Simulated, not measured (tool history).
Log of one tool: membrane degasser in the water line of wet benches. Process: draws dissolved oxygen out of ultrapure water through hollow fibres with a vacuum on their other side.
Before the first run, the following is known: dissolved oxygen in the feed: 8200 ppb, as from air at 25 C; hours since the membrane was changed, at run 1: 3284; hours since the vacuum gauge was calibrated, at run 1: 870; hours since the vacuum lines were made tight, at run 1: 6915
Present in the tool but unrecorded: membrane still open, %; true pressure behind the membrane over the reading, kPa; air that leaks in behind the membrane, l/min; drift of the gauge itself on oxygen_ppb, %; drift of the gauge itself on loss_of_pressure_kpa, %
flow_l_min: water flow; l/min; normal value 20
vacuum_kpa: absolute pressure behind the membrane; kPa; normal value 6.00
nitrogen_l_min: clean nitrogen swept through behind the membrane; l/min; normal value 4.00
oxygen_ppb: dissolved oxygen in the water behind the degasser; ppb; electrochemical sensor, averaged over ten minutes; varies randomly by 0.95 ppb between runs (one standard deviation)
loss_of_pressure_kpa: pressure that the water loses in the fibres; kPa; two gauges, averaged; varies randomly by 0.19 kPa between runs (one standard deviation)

| run | hour | flow_l_min | vacuum_kpa | nitrogen_l_min | hours since the membrane was changed | hours since the vacuum gauge was calibrated | hours since the vacuum lines were made tight | oxygen_ppb | loss_of_pressure_kpa |
|---|---|---|---|---|---|---|---|---|---|
| 1 | 0.0 | 20 | 6.00 | 4.00 | 3284 | 870 | 6915 | 97.9 | 40.18 |
| 2 | 196.3 | 20 | 6.00 | 4.00 | 3481 | 1066 | 7112 | 99.2 | 40.16 |
| 3 | 305.2 | 20 | 6.00 | 4.00 | 3590 | 1175 | 7220 | 99.0 | 40.38 |
| 4 | 405.0 | 14 | 6.00 | 4.00 | 3689 | 1275 | 7320 | 40.5 | 28.11 |
| 5 | 526.7 | 14 | 3.68 | 4.00 | 3811 | 1396 | 7442 | 20.9 | 28.33 |
| 6 | 735.3 | 20 | 6.00 | 4.00 | 4020 | 1605 | 7650 | 98.9 | 40.43 |
|  | 795.5 | seals of the vacuum lines changed |
| 7 | 898.5 | 20 | 6.00 | 11.51 | 4181 | 1766 | 103 | 78.0 | 40.51 |
| 8 | 1052.9 | 20 | 6.00 | 11.51 | 4335 | 1921 | 257 | 77.7 | 40.78 |
| 9 | 1216.4 | 20 | 7.04 | 4.00 | 4499 | 2084 | 421 | 110.9 | 40.76 |
| 10 | 1393.1 | 20 | 7.04 | 4.00 | 4675 | 2261 | 598 | 114.0 | 40.89 |
| 11 | 1514.0 | 20 | 7.04 | 4.31 | 4796 | 2382 | 718 | 112.7 | 40.98 |
| 12 | 1601.8 | 25 | 7.04 | 4.31 | 4884 | 2469 | 806 | 189.9 | 50.92 |
| 13 | 1750.9 | 20 | 6.00 | 4.00 | 5033 | 2619 | 955 | 103.8 | 41.12 |
| 14 | 1875.7 | 20 | 6.00 | 4.00 | 5158 | 2743 | 1080 | 102.3 | 41.04 |
| 15 | 1974.3 | 20 | 6.00 | 4.00 | 5257 | 2842 | 1179 | 101.8 | 41.17 |
| 16 | 2078.5 | 20 | 6.00 | 4.00 | 5361 | 2946 | 1283 | 103.8 | 40.85 |
|  | 2170.6 | vacuum gauge calibrated |
| 17 | 2283.5 | 20 | 6.00 | 4.00 | 5565 | 113 | 1487 | 100.2 | 41.19 |
| 18 | 2468.1 | 20 | 6.00 | 4.00 | 5750 | 298 | 1672 | 103.1 | 41.14 |
| 19 | 2640.6 | 17 | 6.00 | 5.95 | 5922 | 470 | 1845 | 59.5 | 34.46 |
| 20 | 2812.4 | 13 | 11.92 | 7.39 | 6094 | 642 | 2016 | 51.9 | 27.03 |
| 21 | 2991.5 | 23 | 9.30 | 7.26 | 6273 | 821 | 2195 | 154.7 | 47.23 |
| 22 | 3159.9 | 13 | 9.30 | 8.90 | 6442 | 989 | 2364 | 35.6 | 26.98 |
| 23 | 3315.1 | 13 | 9.30 | 8.90 | 6597 | 1145 | 2519 | 35.7 | 27.15 |
| 24 | 3437.4 | 16 | 5.28 | 8.09 | 6719 | 1267 | 2641 | 42.2 | 32.98 |
| 25 | 3534.3 | 16 | 3.60 | 8.09 | 6816 | 1364 | 2738 | 33.7 | 32.97 |
| 26 | 3708.3 | 16 | 3.60 | 8.09 | 6990 | 1538 | 2912 | 34.9 | 32.93 |
| 27 | 3795.7 | 16 | 3.60 | 8.09 | 7078 | 1625 | 3000 | 33.8 | 33.16 |
| 28 | 3922.5 | 25 | 6.00 | 3.96 | 7204 | 1752 | 3126 | 190.7 | 52.09 |
| 29 | 4102.2 | 25 | 6.00 | 3.96 | 7384 | 1932 | 3306 | 192.7 | 51.90 |
| 30 | 4251.1 | 25 | 6.00 | 3.96 | 7533 | 2081 | 3455 | 190.3 | 51.95 |
| 31 | 4457.7 | 25 | 6.00 | 3.96 | 7740 | 2287 | 3662 | 192.0 | 51.95 |
| 32 | 4541.9 | 23 | 5.82 | 4.00 | 7824 | 2371 | 3746 | 157.3 | 47.99 |
| 33 | 4698.9 | 23 | 5.82 | 4.00 | 7981 | 2528 | 3903 | 152.5 | 47.65 |

Consider 3 possible next runs. They are alternatives, not a sequence: every one starts from the tool as it was left by run 33. What does each give?
| A | 4800.2 | 27 | 11.77 | 1.92 | 8082 | 2630 | 4004 | ? | ? |
| B | 4800.2 | 29 | 5.31 | 4.46 | 8082 | 2630 | 4004 | ? | ? |
| C | 4800.2 | 20 | 13.18 | 4.00 | 8082 | 2630 | 4004 | ? | ? |

| run | oxygen_ppb | loss_of_pressure_kpa |
|---|---|---|
| A | 451.5 | 56.37 |
| B | 257.5 | 60.63 |
| C | 199.7 | 41.80 |
Without the tool's hidden state the same runs would have given:
| run | oxygen_ppb | loss_of_pressure_kpa |
|---|---|---|
| A | 409.8 | 53.22 |
| B | 212.7 | 57.24 |
| C | 178.0 | 39.47 |

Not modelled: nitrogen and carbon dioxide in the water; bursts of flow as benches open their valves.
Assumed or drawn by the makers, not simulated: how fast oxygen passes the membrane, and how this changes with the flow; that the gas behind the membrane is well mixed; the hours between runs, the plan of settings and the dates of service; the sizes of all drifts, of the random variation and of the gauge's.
